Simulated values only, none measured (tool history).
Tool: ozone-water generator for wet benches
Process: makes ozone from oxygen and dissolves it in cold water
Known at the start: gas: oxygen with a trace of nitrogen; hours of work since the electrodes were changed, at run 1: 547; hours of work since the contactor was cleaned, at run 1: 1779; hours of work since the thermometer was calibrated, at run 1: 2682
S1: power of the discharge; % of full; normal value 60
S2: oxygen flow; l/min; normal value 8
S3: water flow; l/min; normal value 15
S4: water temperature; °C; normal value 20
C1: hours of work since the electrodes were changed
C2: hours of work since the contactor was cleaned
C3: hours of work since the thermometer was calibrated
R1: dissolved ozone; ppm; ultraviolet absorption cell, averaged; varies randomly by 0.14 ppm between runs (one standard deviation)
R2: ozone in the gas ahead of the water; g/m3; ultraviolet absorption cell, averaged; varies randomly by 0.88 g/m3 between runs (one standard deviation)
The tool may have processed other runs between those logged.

| run | hour | S1 | S2 | S3 | S4 | C1 | C2 | C3 | R1 | R2 |
|---|---|---|---|---|---|---|---|---|---|---|
| 1 | 0 | 60 | 8 | 15 | 20 | 547 | 1779 | 2682 | 14.7 | 142.7 |
| 2 | 86.9 | 60 | 8 | 15 | 20 | 622 | 1855 | 2758 | 14.8 | 143.3 |
| 3 | 166.5 | 60 | 8 | 15 | 20 | 691 | 1924 | 2827 | 14.6 | 143.6 |
| 4 | 240.2 | 60 | 11.49 | 15 | 20 | 755 | 1988 | 2891 | 14.3 | 123.1 |
| 5 | 290.7 | 60 | 11.49 | 15 | 20 | 799 | 2032 | 2935 | 14.1 | 122.1 |
| 6 | 348.3 | 60 | 8 | 15 | 24 | 849 | 2082 | 2985 | 13.5 | 140.8 |
| 7 | 426.8 | 60 | 8 | 15 | 24 | 918 | 2150 | 3053 | 13.4 | 143.1 |
| 8 | 503.9 | 60 | 8 | 15 | 16 | 985 | 2217 | 3120 | 15.8 | 142.8 |
| 9 | 545.6 | 60 | 8 | 15 | 16 | 1021 | 2254 | 3157 | 15.9 | 142.4 |
| 10 | 613.5 | 60 | 8 | 15 | 16 | 1080 | 2313 | 3216 | 15.7 | 140.7 |
| 11 | 661.4 | 60 | 8 | 15 | 16 | 1122 | 2354 | 3257 | 15.6 | 141.1 |
| 12 | 702.2 | 60 | 8 | 15 | 16 | 1157 | 2390 | 3293 | 15.6 | 142.5 |
| 13 | 762.1 | 60 | 8 | 15 | 16 | 1209 | 2442 | 3345 | 15.8 | 141.6 |
| 14 | 847.3 | 60 | 8 | 15 | 20 | 1283 | 2516 | 3419 | 14.5 | 142.1 |
| 15 | 894.4 | 60 | 8 | 15 | 20 | 1324 | 2557 | 3460 | 14.4 | 140.8 |
| 16 | 957.2 | 49 | 8 | 15 | 20 | 1379 | 2611 | 3514 | 12.7 | 125.6 |
| 17 | 1023.3 | 49 | 8 | 15 | 20 | 1436 | 2669 | 3572 | 12.6 | 124.9 |
| 18 | 1071.8 | 49 | 8 | 15 | 20 | 1478 | 2711 | 3614 | 12.6 | 126 |
| 19 | 1132.5 | 94 | 11.11 | 13 | 20 | 1531 | 2764 | 3667 | 19 | 158.4 |
| 20 | 1222 | 43 | 10.03 | 15 | 20 | 1609 | 2842 | 3745 | 11.6 | 106.1 |
|  | 1227.3 | water thermometer calibrated |
| 21 | 1293.7 | 43 | 10.03 | 19 | 14 | 1671 | 2904 | 58 | 11.4 | 105.7 |
| 22 | 1332.6 | 46 | 8.35 | 15 | 22 | 1705 | 2937 | 92 | 11.7 | 118.7 |
| 23 | 1425.3 | 60 | 11.65 | 22 | 13 | 1785 | 3018 | 172 | 12.7 | 119.7 |
| 24 | 1493.1 | 93 | 12.55 | 22 | 12 | 1844 | 3077 | 231 | 16.5 | 149 |
|  | 1529.8 | water thermometer calibrated, once more |
| 25 | 1546.5 | 93 | 12.55 | 22 | 12 | 1890 | 3123 | 14 | 16.8 | 147.7 |
| 26 | 1621.8 | 93 | 12.55 | 22 | 12 | 1956 | 3188 | 80 | 16.5 | 146 |
| 27 | 1694.2 | 60 | 11.82 | 15 | 18 | 2019 | 3251 | 143 | 14.3 | 118.4 |
| 28 | 1733.2 | 60 | 11.82 | 15 | 18 | 2053 | 3285 | 177 | 14.2 | 117.9 |
| 29 | 1792.4 | 51 | 11.82 | 15 | 24 | 2104 | 3337 | 228 | 11.2 | 109 |
| 30 | 1880.3 | 60 | 5.13 | 22 | 20 | 2181 | 3413 | 305 | 10.7 | 167.1 |
| 31 | 1940.5 | 79 | 7.13 | 22 | 21 | 2233 | 3465 | 357 | 12.6 | 170.7 |
| 32 | 2011.8 | 41 | 6.03 | 9 | 14 | 2295 | 3527 | 419 | 17.5 | 127 |
| 33 | 2074.1 | 41 | 6.03 | 9 | 14 | 2349 | 3582 | 473 | 17.5 | 125.2 |
| 34 | 2137.7 | 41 | 6.03 | 9 | 14 | 2404 | 3637 | 528 | 17.5 | 124.9 |

How would selected steps in R1 from run to run divide? Give the signed amount a tool lacking its hidden state would still show from settings, what came in and random variation, and the signed amount left for the hidden state, including any gauge scatter that is not in both of the compared results.
Hidden state present: yield of the discharge, % of new electrodes'; contactor's efficiency, % of a clean one's; true water temperature over the reading, C; drift of the gauge itself on ozone_ppm, %; drift of the gauge itself on gas_g_m3, %.
Run 18 -> 19: S1 49 -> 94, S2 8 -> 11.11, S3 15 -> 13. R1 +6.4 ppm: hidden state -0.7, all else +7.1.
Run 19 -> 20: S1 94 -> 43, S2 11.11 -> 10.03, S3 13 -> 15. R1 -7.4 ppm: hidden state +0.7, all else -8.1.
Run 23 -> 24: S1 60 -> 93, S2 11.65 -> 12.55, S4 13 -> 12. R1 +3.8 ppm: hidden state -0.5, all else +4.3.
Run 31 -> 32: S1 79 -> 41, S2 7.13 -> 6.03, S3 22 -> 9, S4 21 -> 14. R1 +4.9 ppm: hidden state -0.1, all else +5.
